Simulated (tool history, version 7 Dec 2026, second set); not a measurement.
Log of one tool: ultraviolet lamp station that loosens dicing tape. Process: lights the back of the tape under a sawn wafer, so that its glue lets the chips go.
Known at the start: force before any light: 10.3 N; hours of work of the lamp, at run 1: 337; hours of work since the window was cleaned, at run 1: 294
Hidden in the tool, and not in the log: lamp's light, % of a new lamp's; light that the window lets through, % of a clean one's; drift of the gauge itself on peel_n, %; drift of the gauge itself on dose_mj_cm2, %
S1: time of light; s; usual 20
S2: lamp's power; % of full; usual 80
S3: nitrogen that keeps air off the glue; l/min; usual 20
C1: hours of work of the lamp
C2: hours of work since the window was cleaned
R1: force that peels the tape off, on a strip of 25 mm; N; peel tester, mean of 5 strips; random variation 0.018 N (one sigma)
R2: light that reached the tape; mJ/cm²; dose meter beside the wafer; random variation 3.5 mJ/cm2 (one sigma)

run,hour,S1,S2,S3,C1,C2,R1,R2
1,0.0,20,80,20,337,294,1.433,465
2,16.3,27,80,20,347,303,0.754,618
3,33.0,27,80,20,356,313,0.796,616
4,47.7,27,73,20,365,321,0.947,554
5,58.1,27,73,20,371,327,0.958,550
6,76.4,20,80,20,381,338,1.564,448
7,88.6,20,72,11,388,345,2.522,402
8,100.0,16,72,11,395,351,3.504,315
9,113.8,20,80,39,403,359,1.130,440
10,132.2,20,95,20,413,370,1.099,522
11,149.5,26,94,27,423,380,0.503,656

Forecast each of these 4 alternatives for the next run:
A,167.6,15,82,8,434,390,?,?
B,167.6,29,61,22,434,390,?,?
C,167.6,20,80,34,434,390,?,?
D,167.6,26,86,9,434,390,?,?

run,R1,R2
A,3.620,334
B,1.231,474
C,1.229,425
D,1.454,590
Without the tool's hidden state the same runs would have given:
run,R1,R2
A,2.544,447
B,0.622,636
C,0.617,571
D,0.760,793
